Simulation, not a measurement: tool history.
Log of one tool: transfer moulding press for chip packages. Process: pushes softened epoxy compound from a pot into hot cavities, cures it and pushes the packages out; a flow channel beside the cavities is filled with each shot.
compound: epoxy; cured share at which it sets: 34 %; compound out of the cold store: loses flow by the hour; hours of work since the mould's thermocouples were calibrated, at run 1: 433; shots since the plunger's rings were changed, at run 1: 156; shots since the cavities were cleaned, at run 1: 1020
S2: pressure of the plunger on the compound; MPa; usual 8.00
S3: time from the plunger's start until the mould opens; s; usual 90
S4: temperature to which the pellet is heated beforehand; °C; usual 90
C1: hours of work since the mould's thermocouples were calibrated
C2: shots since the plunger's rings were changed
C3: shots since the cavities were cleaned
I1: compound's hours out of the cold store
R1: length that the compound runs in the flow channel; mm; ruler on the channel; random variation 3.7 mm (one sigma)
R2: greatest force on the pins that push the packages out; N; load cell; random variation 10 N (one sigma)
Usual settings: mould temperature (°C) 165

run 1 hour=0.0 | mould_temperature_(°C)=165 S2=8.00 S3=90 S4=90 | C1=433 C2=156 C3=1020 | I1=45.1 | R1=700 R2=452
-- hour=15.8 cavities cleaned with cleaning compound and waxed
run 2 hour=86.8 | mould_temperature_(°C)=165 S2=7.66 S3=90 S4=90 | C1=489 C2=1360 C3=1002 | I1=44.4 | R1=693 R2=461
-- hour=103.6 cavities cleaned with cleaning compound and waxed
run 3 hour=132.3 | mould_temperature_(°C)=165 S2=7.80 S3=90 S4=90 | C1=518 C2=1982 C3=406 | I1=29.1 | R1=743 R2=472
-- hour=190.5 cavities cleaned with cleaning compound and waxed
run 4 hour=222.9 | mould_temperature_(°C)=165 S2=7.80 S3=90 S4=90 | C1=576 C2=3239 C3=457 | I1=20.4 | R1=768 R2=470
-- hour=273.7 cavities cleaned with cleaning compound and waxed
run 5 hour=287.7 | mould_temperature_(°C)=165 S2=8.00 S3=90 S4=90 | C1=617 C2=4133 C3=199 | I1=46.1 | R1=697 R2=479
run 6 hour=340.1 | mould_temperature_(°C)=165 S2=8.00 S3=90 S4=90 | C1=652 C2=4873 C3=939 | I1=20.3 | R1=774 R2=479
-- hour=359.6 cavities cleaned with cleaning compound and waxed
-- hour=386.1 plunger's sealing rings changed
run 7 hour=429.1 | mould_temperature_(°C)=165 S2=8.00 S3=90 S4=90 | C1=707 C2=607 C3=946 | I1=27.6 | R1=744 R2=452
-- hour=450.7 cavities cleaned with cleaning compound and waxed
run 8 hour=480.0 | mould_temperature_(°C)=165 S2=8.00 S3=90 S4=90 | C1=739 C2=1304 C3=413 | I1=42.1 | R1=709 R2=461
run 9 hour=518.9 | mould_temperature_(°C)=165 S2=8.00 S3=90 S4=90 | C1=765 C2=1853 C3=962 | I1=35.9 | R1=734 R2=463
-- hour=535.7 cavities cleaned with cleaning compound and waxed
-- hour=568.3 mould's thermocouples calibrated
run 10 hour=585.7 | mould_temperature_(°C)=165 S2=8.00 S3=90 S4=90 | C1=11 C2=2748 C3=679 | I1=20.8 | R1=773 R2=467
-- hour=627.3 cavities cleaned with cleaning compound and waxed
run 11 hour=644.7 | mould_temperature_(°C)=165 S2=8.00 S3=90 S4=90 | C1=49 C2=3559 C3=245 | I1=43.9 | R1=702 R2=439
-- hour=711.8 cavities cleaned with cleaning compound and waxed
run 12 hour=712.9 | mould_temperature_(°C)=165 S2=8.00 S3=88 S4=90 | C1=93 C2=4501 C3=16 | I1=43.7 | R1=703 R2=473
run 13 hour=751.7 | mould_temperature_(°C)=165 S2=8.00 S3=88 S4=90 | C1=118 C2=5049 C3=564 | I1=47.5 | R1=696 R2=474
-- hour=785.9 plunger's sealing rings changed
-- hour=801.7 cavities cleaned with cleaning compound and waxed
run 14 hour=809.2 | mould_temperature_(°C)=165 S2=7.55 S3=88 S4=90 | C1=153 C2=308 C3=106 | I1=12.2 | R1=773 R2=481
run 15 hour=856.9 | mould_temperature_(°C)=165 S2=7.29 S3=88 S4=90 | C1=184 C2=980 C3=778 | I1=12.0 | R1=762 R2=504
-- hour=886.4 cavities cleaned with cleaning compound and waxed
run 16 hour=908.3 | mould_temperature_(°C)=170 S2=6.26 S3=89 S4=99 | C1=216 C2=1685 C3=309 | I1=44.8 | R1=613 R2=420
run 17 hour=945.0 | mould_temperature_(°C)=170 S2=8.31 S3=89 S4=87 | C1=240 C2=2203 C3=827 | I1=12.5 | R1=807 R2=425
-- hour=969.9 cavities cleaned with cleaning compound and waxed
run 18 hour=1008.6 | mould_temperature_(°C)=170 S2=8.31 S3=89 S4=87 | C1=281 C2=3080 C3=546 | I1=12.1 | R1=806 R2=423
run 19 hour=1046.3 | mould_temperature_(°C)=169 S2=8.00 S3=90 S4=89 | C1=306 C2=3612 C3=1078 | I1=25.5 | R1=748 R2=407
-- hour=1058.2 cavities cleaned with cleaning compound and waxed
run 20 hour=1102.1 | mould_temperature_(°C)=165 S2=8.00 S3=83 S4=90 | C1=341 C2=4378 C3=619 | I1=15.8 | R1=788 R2=520
-- hour=1145.0 cavities cleaned with cleaning compound and waxed
run 21 hour=1158.1 | mould_temperature_(°C)=172 S2=9.61 S3=110 S4=87 | C1=377 C2=5148 C3=185 | I1=33.6 | R1=792 R2=410
-- hour=1186.8 plunger's sealing rings changed
run 22 hour=1208.0 | mould_temperature_(°C)=165 S2=8.00 S3=120 S4=87 | C1=408 C2=299 C3=854 | I1=29.6 | R1=748 R2=422
-- hour=1233.8 cavities cleaned with cleaning compound and waxed
run 23 hour=1279.2 | mould_temperature_(°C)=171 S2=8.00 S3=97 S4=90 | C1=453 C2=1283 C3=641 | I1=40.4 | R1=703 R2=401
-- hour=1320.3 cavities cleaned with cleaning compound and waxed
run 24 hour=1348.3 | mould_temperature_(°C)=165 S2=6.13 S3=130 S4=90 | C1=497 C2=2238 C3=396 | I1=32.9 | R1=644 R2=406
-- hour=1406.0 cavities cleaned with cleaning compound and waxed
run 25 hour=1406.0 | mould_temperature_(°C)=165 S2=8.00 S3=127 S4=90 | C1=534 C2=3030 C3=0 | I1=13.7 | R1=797 R2=414
run 26 hour=1462.8 | mould_temperature_(°C)=170 S2=8.00 S3=76 S4=90 | C1=571 C2=3832 C3=802 | I1=27.1 | R1=746 R2=473
-- hour=1492.6 cavities cleaned with cleaning compound and waxed
run 27 hour=1512.1 | mould_temperature_(°C)=170 S2=8.00 S3=76 S4=90 | C1=602 C2=4507 C3=276 | I1=47.3 | R1=691 R2=463

Forecast each of these 4 alternatives for the next run:
-- hour=1577.2 cavities cleaned with cleaning compound and waxed
-- hour=1586.1 plunger's sealing rings changed
run A hour=1599.8 | mould_temperature_(°C)=162 S2=9.45 S3=76 S4=91 | C1=657 C2=192 C3=283 | I1=10.5 | R1=? R2=?
-- hour=1577.2 cavities cleaned with cleaning compound and waxed
-- hour=1586.1 plunger's sealing rings changed
run B hour=1599.8 | mould_temperature_(°C)=165 S2=9.18 S3=107 S4=90 | C1=657 C2=192 C3=283 | I1=28.0 | R1=? R2=?
-- hour=1577.2 cavities cleaned with cleaning compound and waxed
-- hour=1586.1 plunger's sealing rings changed
run C hour=1599.8 | mould_temperature_(°C)=165 S2=8.00 S3=101 S4=90 | C1=657 C2=192 C3=283 | I1=46.9 | R1=? R2=?
-- hour=1577.2 cavities cleaned with cleaning compound and waxed
-- hour=1586.1 plunger's sealing rings changed
run D hour=1599.8 | mould_temperature_(°C)=165 S2=8.00 S3=102 S4=90 | C1=657 C2=192 C3=283 | I1=39.3 | R1=? R2=?

run=A R1=877 R2=787
run=B R1=803 R2=435
run=C R1=702 R2=442
run=D R1=721 R2=410
Without the tool's hidden state the same runs would have given:
run=A R1=877 R2=784
run=B R1=803 R2=433
run=C R1=702 R2=441
run=D R1=721 R2=409
